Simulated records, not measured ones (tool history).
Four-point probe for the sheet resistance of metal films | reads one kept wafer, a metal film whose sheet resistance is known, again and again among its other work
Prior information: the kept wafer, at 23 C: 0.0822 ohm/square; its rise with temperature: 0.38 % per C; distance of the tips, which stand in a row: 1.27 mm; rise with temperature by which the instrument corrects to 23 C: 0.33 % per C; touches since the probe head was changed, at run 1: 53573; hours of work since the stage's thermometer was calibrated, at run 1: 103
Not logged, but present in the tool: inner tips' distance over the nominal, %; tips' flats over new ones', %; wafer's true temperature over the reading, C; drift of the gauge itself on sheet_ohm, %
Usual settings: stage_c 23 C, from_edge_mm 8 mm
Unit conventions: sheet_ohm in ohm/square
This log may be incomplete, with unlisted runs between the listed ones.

run,day,stage_c,from_edge_mm,touches since the probe head was changed,hours of work since the stage's thermometer was calibrated,sheet_ohm
1,0,23,8,53573,103,0.082717
2,0.825,23,8,54385,113,0.082707
3,1.45,23,8,54996,120,0.082712
4,1.938,23,8,55475,125,0.082685
5,2.475,23,8,56003,132,0.082698
6,2.946,23,8,56465,137,0.082699
7,3.438,21,8,56948,143,0.08264
8,3.846,21,8,57349,147,0.082625
9,4.321,21,8,57814,153,0.082632
10,4.825,25,11,58313,159,0.082244
11,5.683,25,11,59152,169,0.082253
12,6.171,26,7,59632,174,0.083155
13,6.617,28,49,60071,179,0.081829
14,7.238,23,53,60679,186,0.081608
15,7.65,24,30,61084,191,0.081709
16,8.15,26,23,61575,197,0.08185
17,8.658,26,23,62077,203,0.08183
18,9.442,20,6,62846,212,0.08339

Predict each of these 4 candidate next runs independently; none follows another, all start after run 18:
A,10.104,27,7,63497,220,?
B,10.104,29,43,63497,220,?
C,10.104,27,15,63497,220,?
D,10.104,25,52,63497,220,?

run,sheet_ohm
A,0.083124
B,0.08182
C,0.082048
D,0.081669
With no hidden state in the tool, these same runs would have given:
run,sheet_ohm
A,0.083759
B,0.082446
C,0.082675
D,0.082294
